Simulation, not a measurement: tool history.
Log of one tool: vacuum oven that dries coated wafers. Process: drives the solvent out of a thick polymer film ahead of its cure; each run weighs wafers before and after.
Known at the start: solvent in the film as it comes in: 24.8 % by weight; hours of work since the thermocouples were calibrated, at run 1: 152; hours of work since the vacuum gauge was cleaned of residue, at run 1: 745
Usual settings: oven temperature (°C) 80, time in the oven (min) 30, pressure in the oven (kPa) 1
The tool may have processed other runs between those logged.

run   hour  oven temperature (°C)  time in the oven (min)  pressure in the oven (kPa)  hours of work since the thermocouples were calibrated  hours of work since the vacuum gauge was cleaned of residue  solvent left in the film (%)
  1      0                     80                      30                           1                                                    152                                                          745                          1.84
  2   32.6                     73                      30                           1                                                    177                                                          770                          4.51
  3     72                     80                      30                        0.51                                                    207                                                          800                          1.76
  4  114.3                     80                      30                        1.78                                                    240                                                          833                          2.11
  5  143.1                     80                      30                           1                                                    262                                                          855                          1.87
  6  187.4                     80                      30                           1                                                    296                                                          889                             2
  7  212.1                     80                      30                           1                                                    315                                                          908                          1.95
  8  243.6                     80                      30                           1                                                    339                                                          932                          2.06
  9  284.3                     80                      30                           1                                                    370                                                          963                          1.98
 10    320                     71                      30                           1                                                    398                                                          991                          5.71
 11  347.4                     80                      30                           1                                                    419                                                         1012                          2.07
 12  390.8                     80                      30                           1                                                    452                                                         1045                          2.11
 13  409.9                     80                      30                        0.74                                                    467                                                         1060                             2
 14  451.1                     80                      37                        1.04                                                    499                                                         1092                          1.34
 15  474.5                     69                      37                        1.04                                                    517                                                         1110                          5.54
 16  511.8                     69                      37                        1.04                                                    545                                                         1138                          5.48
 17  535.9                     75                      30                        3.65                                                    564                                                         1157                          5.02
 18  564.9                     75                      30                         3.4                                                    586                                                         1179                          4.96
 19  595.7                     75                      30                         3.4                                                    610                                                         1203                          4.73
 20  615.2                     75                      30                         3.4                                                    625                                                         1218                          4.81
 21  645.3                     75                      30                         3.4                                                    648                                                         1241                          5.03
 22  665.2                     75                      30                         3.4                                                    663                                                         1256                          4.98
 23  693.7                     95                      17                        3.03                                                    685                                                         1278                          1.38
     726.9  -- oven's thermocouples calibrated
 24    738                     85                      30                           1                                                      8                                                         1311                          0.83
 25  767.8                     85                      34                        2.15                                                     31                                                         1334                          1.02

Alternative continuations, all from the tool just after run 25; predict every row:
  A   792                     95                      34                        2.15                                                     50                                                         1352                             ?
  B   792                     85                      41                        2.15                                                     50                                                         1352                             ?
  C   792                     82                      40                        2.15                                                     50                                                         1352                             ?

run  solvent left in the film (%)
  A                          0.45
  B                          0.91
  C                          1.04
What these runs would have given with no unlogged condition in the tool:
run  solvent left in the film (%)
  A                          0.36
  B                          0.78
  C                           0.9
